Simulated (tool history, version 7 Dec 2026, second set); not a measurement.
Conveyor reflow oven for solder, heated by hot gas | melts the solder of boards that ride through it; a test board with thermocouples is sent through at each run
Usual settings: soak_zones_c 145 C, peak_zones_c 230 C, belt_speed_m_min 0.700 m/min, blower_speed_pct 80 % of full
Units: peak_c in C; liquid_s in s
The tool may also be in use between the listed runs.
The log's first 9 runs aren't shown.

Run 10, day 3.462: usual settings. Result: peak_c 215.4 C, liquid_s 53.3 s.
Run 11, day 3.708: usual settings. Result: peak_c 215.5 C, liquid_s 53.1 s.
Run 12, day 4.071: usual settings but peak_zones_c 221 C. Result: peak_c 207.8 C, liquid_s 46.7 s.
Run 13, day 4.388: usual settings but peak_zones_c 221 C. Result: peak_c 207.2 C, liquid_s 46.4 s.
Run 14, day 4.621: usual settings but peak_zones_c 221 C. Result: peak_c 207.5 C, liquid_s 48.0 s.
Run 15, day 4.979: usual settings. Result: peak_c 216.0 C, liquid_s 52.6 s.
Run 16, day 5.442: usual settings. Result: peak_c 215.4 C, liquid_s 52.7 s.
Run 17, day 5.917: usual settings but peak_zones_c 236 C. Result: peak_c 220.5 C, liquid_s 55.3 s.
Run 18, day 6.296: usual settings but peak_zones_c 238 C, blower_speed_pct 84 % of full. Result: peak_c 223.2 C, liquid_s 58.1 s.
Run 19, day 6.508: usual settings but soak_zones_c 134 C, peak_zones_c 238 C, belt_speed_m_min 0.811 m/min, blower_speed_pct 84 % of full. Result: peak_c 216.4 C, liquid_s 41.8 s.
Run 20, day 6.908: usual settings but soak_zones_c 134 C, peak_zones_c 238 C, belt_speed_m_min 0.811 m/min, blower_speed_pct 84 % of full. Result: peak_c 216.6 C, liquid_s 42.2 s.
Run 21, day 7.225: usual settings but soak_zones_c 158 C, peak_zones_c 242 C. Result: peak_c 228.2 C, liquid_s 65.0 s.
Run 22, day 7.708: usual settings but soak_zones_c 134 C, peak_zones_c 229 C, belt_speed_m_min 0.807 m/min, blower_speed_pct 77 % of full. Result: peak_c 207.3 C, liquid_s 35.7 s.
Run 23, day 8.125: usual settings but peak_zones_c 243 C. Result: peak_c 226.7 C, liquid_s 59.6 s.

Run 24 comes next. What will it give?
Run 24, day 8.533: usual settings but peak_zones_c 243 C. Result: peak_c ?, liquid_s ?.

peak_c: 227.0 C
liquid_s: 58.3 s
Without the tool's hidden state the same run would have given peak_c 227.1 C, liquid_s 58.4 s.
